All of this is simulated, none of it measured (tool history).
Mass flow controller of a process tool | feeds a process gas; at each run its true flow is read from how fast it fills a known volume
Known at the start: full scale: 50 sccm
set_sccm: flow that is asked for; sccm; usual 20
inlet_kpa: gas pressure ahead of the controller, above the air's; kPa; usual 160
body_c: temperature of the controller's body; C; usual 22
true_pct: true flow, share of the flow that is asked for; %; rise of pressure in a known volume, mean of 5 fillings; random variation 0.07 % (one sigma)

{"run": 1, "hour": 0.0, "set_sccm": 20, "inlet_kpa": 160, "body_c": 22, "true_pct": 98.47}
{"run": 2, "hour": 229.4, "set_sccm": 20, "inlet_kpa": 160, "body_c": 22, "true_pct": 98.58}
{"run": 3, "hour": 449.1, "set_sccm": 20, "inlet_kpa": 160, "body_c": 22, "true_pct": 98.7}
{"hour": 508.2, "done": "controller's zero set anew"}
{"run": 4, "hour": 658.5, "set_sccm": 20, "inlet_kpa": 160, "body_c": 22, "true_pct": 98.77}
{"run": 5, "hour": 909.6, "set_sccm": 20, "inlet_kpa": 160, "body_c": 22, "true_pct": 98.72}
{"run": 6, "hour": 1115.3, "set_sccm": 5, "inlet_kpa": 160, "body_c": 22, "true_pct": 97.91}
{"run": 7, "hour": 1225.2, "set_sccm": 5, "inlet_kpa": 160, "body_c": 22, "true_pct": 98.02}
{"run": 8, "hour": 1456.4, "set_sccm": 20, "inlet_kpa": 160, "body_c": 22, "true_pct": 98.91}
{"run": 9, "hour": 1679.1, "set_sccm": 20, "inlet_kpa": 160, "body_c": 22, "true_pct": 98.93}
{"run": 10, "hour": 1919.6, "set_sccm": 20, "inlet_kpa": 160, "body_c": 22, "true_pct": 99.11}
{"run": 11, "hour": 2129.5, "set_sccm": 20, "inlet_kpa": 160, "body_c": 34, "true_pct": 98.63}
{"run": 12, "hour": 2381.5, "set_sccm": 20, "inlet_kpa": 160, "body_c": 34, "true_pct": 98.71}
{"run": 13, "hour": 2545.0, "set_sccm": 6, "inlet_kpa": 160, "body_c": 22, "true_pct": 98.48}
{"run": 14, "hour": 2775.2, "set_sccm": 6, "inlet_kpa": 160, "body_c": 22, "true_pct": 98.58}
{"run": 15, "hour": 3019.9, "set_sccm": 6, "inlet_kpa": 160, "body_c": 22, "true_pct": 98.73}
{"run": 16, "hour": 3258.8, "set_sccm": 6, "inlet_kpa": 160, "body_c": 22, "true_pct": 98.73}
{"run": 17, "hour": 3474.1, "set_sccm": 6, "inlet_kpa": 160, "body_c": 22, "true_pct": 98.94}
{"run": 18, "hour": 3667.9, "set_sccm": 6, "inlet_kpa": 160, "body_c": 22, "true_pct": 98.83}
{"run": 19, "hour": 3824.7, "set_sccm": 19, "inlet_kpa": 176, "body_c": 25, "true_pct": 99.54}
{"run": 20, "hour": 4044.8, "set_sccm": 24, "inlet_kpa": 217, "body_c": 22, "true_pct": 100.09}
{"run": 21, "hour": 4201.2, "set_sccm": 24, "inlet_kpa": 217, "body_c": 24, "true_pct": 100.02}
{"run": 22, "hour": 4435.7, "set_sccm": 10, "inlet_kpa": 190, "body_c": 24, "true_pct": 99.29}
{"run": 23, "hour": 4671.8, "set_sccm": 21, "inlet_kpa": 155, "body_c": 24, "true_pct": 99.9}
{"hour": 4739.7, "done": "gauge calibrated"}
{"run": 24, "hour": 4798.1, "set_sccm": 21, "inlet_kpa": 155, "body_c": 24, "true_pct": 98.44}
{"run": 25, "hour": 4976.1, "set_sccm": 21, "inlet_kpa": 155, "body_c": 24, "true_pct": 98.41}
{"run": 26, "hour": 5107.4, "set_sccm": 21, "inlet_kpa": 155, "body_c": 24, "true_pct": 98.54}
{"run": 27, "hour": 5213.9, "set_sccm": 33, "inlet_kpa": 240, "body_c": 22, "true_pct": 99.49}
{"run": 28, "hour": 5352.5, "set_sccm": 22, "inlet_kpa": 212, "body_c": 37, "true_pct": 98.35}
{"run": 29, "hour": 5514.1, "set_sccm": 22, "inlet_kpa": 212, "body_c": 37, "true_pct": 98.3}
{"run": 30, "hour": 5744.1, "set_sccm": 22, "inlet_kpa": 212, "body_c": 37, "true_pct": 98.36}

5 ways to go on from here, each from the tool as it stands after run 30. What would each give?
{"run": "A", "hour": 5965.3, "set_sccm": 20, "inlet_kpa": 143, "body_c": 27, "true_pct": "?"}
{"run": "B", "hour": 5965.3, "set_sccm": 17, "inlet_kpa": 263, "body_c": 21, "true_pct": "?"}
{"run": "C", "hour": 5965.3, "set_sccm": 14, "inlet_kpa": 212, "body_c": 22, "true_pct": "?"}
{"run": "D", "hour": 5965.3, "set_sccm": 18, "inlet_kpa": 160, "body_c": 32, "true_pct": "?"}
{"run": "E", "hour": 5965.3, "set_sccm": 25, "inlet_kpa": 270, "body_c": 22, "true_pct": "?"}

run=A true_pct=98.52
run=B true_pct=99
run=C true_pct=98.6
run=D true_pct=98.34
run=E true_pct=99.53
Without the tool's hidden state the same runs would have given:
run=A true_pct=98.12
run=B true_pct=98.6
run=C true_pct=98.2
run=D true_pct=97.94
run=E true_pct=99.14

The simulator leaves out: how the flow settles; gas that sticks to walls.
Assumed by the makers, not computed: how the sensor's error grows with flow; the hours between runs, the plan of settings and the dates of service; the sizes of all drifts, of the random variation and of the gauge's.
